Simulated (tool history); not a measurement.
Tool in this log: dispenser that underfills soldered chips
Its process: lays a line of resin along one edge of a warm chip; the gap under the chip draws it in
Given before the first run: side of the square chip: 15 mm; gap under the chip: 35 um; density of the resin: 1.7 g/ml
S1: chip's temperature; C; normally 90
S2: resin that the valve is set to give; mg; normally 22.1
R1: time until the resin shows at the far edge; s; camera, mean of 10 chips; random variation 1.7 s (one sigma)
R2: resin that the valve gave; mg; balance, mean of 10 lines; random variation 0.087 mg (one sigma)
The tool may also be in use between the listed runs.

{"run": 1, "day": 0.0, "S1": 90, "S2": 22.1, "R1": 193.4, "R2": 21.56}
{"day": 0.208, "done": "new syringe of resin"}
{"run": 2, "day": 0.238, "S1": 90, "S2": 25.3, "R1": 168.8, "R2": 24.76}
{"run": 3, "day": 0.467, "S1": 90, "S2": 22.1, "R1": 209.0, "R2": 21.69}
{"day": 0.554, "done": "new syringe of resin"}
{"run": 4, "day": 0.583, "S1": 81, "S2": 22.1, "R1": 255.4, "R2": 21.56}
{"run": 5, "day": 0.708, "S1": 90, "S2": 21.3, "R1": 186.0, "R2": 20.78}
{"run": 6, "day": 0.825, "S1": 90, "S2": 28.1, "R1": 209.2, "R2": 27.42}
{"day": 0.904, "done": "new syringe of resin"}
{"run": 7, "day": 1.004, "S1": 90, "S2": 22.1, "R1": 177.9, "R2": 21.59}
{"run": 8, "day": 1.183, "S1": 90, "S2": 22.1, "R1": 204.7, "R2": 21.53}
{"day": 1.254, "done": "new syringe of resin"}
{"run": 9, "day": 1.371, "S1": 90, "S2": 22.1, "R1": 189.2, "R2": 21.3}
{"run": 10, "day": 1.558, "S1": 102, "S2": 24.0, "R1": 130.3, "R2": 23.22}
{"day": 1.608, "done": "new syringe of resin"}
{"run": 11, "day": 1.8, "S1": 78, "S2": 22.3, "R1": 338.1, "R2": 21.53}
{"day": 1.967, "done": "new syringe of resin"}
{"run": 12, "day": 2.004, "S1": 78, "S2": 22.3, "R1": 300.1, "R2": 21.49}
{"run": 13, "day": 2.125, "S1": 99, "S2": 25.7, "R1": 128.5, "R2": 24.84}
{"run": 14, "day": 2.275, "S1": 99, "S2": 25.7, "R1": 146.8, "R2": 24.63}
{"day": 2.325, "done": "new syringe of resin"}
{"run": 15, "day": 2.4, "S1": 99, "S2": 23.2, "R1": 122.6, "R2": 22.45}
{"run": 16, "day": 2.558, "S1": 99, "S2": 23.2, "R1": 140.3, "R2": 22.47}
{"day": 2.679, "done": "new syringe of resin"}
{"run": 17, "day": 2.758, "S1": 84, "S2": 22.7, "R1": 231.1, "R2": 21.8}
{"run": 18, "day": 2.954, "S1": 97, "S2": 28.0, "R1": 156.0, "R2": 26.87}

Table of differences, measured result less the result of that run with no hidden state. Run-to-run variation is the same in both. Gauge scatter possibly is not:
Hidden state at play: resin's viscosity, % of fresh resin's; dose that the valve gives, % of what is set; true chip temperature over the reading, C; drift of the gauge itself on fill_s, %; drift of the gauge itself on given_mg, %.
run=1 R1=+23.7 R2=-0.43
run=2 R1=+6.5 R2=-0.54
run=3 R1=+41.1 R2=-0.52
run=4 R1=+7.0 R2=-0.53
run=5 R1=+21.7 R2=-0.53
run=6 R1=+40.2 R2=-0.73
run=7 R1=+13.1 R2=-0.60
run=8 R1=+39.6 R2=-0.63
run=9 R1=+20.9 R2=-0.66
run=10 R1=+30.1 R2=-0.76
run=11 R1=+53.2 R2=-0.75
run=12 R1=+16.4 R2=-0.79
run=13 R1=+17.8 R2=-0.93
run=14 R1=+34.4 R2=-0.95
run=15 R1=+9.9 R2=-0.89
run=16 R1=+26.2 R2=-0.92
run=17 R1=+18.4 R2=-0.93
run=18 R1=+32.4 R2=-1.20

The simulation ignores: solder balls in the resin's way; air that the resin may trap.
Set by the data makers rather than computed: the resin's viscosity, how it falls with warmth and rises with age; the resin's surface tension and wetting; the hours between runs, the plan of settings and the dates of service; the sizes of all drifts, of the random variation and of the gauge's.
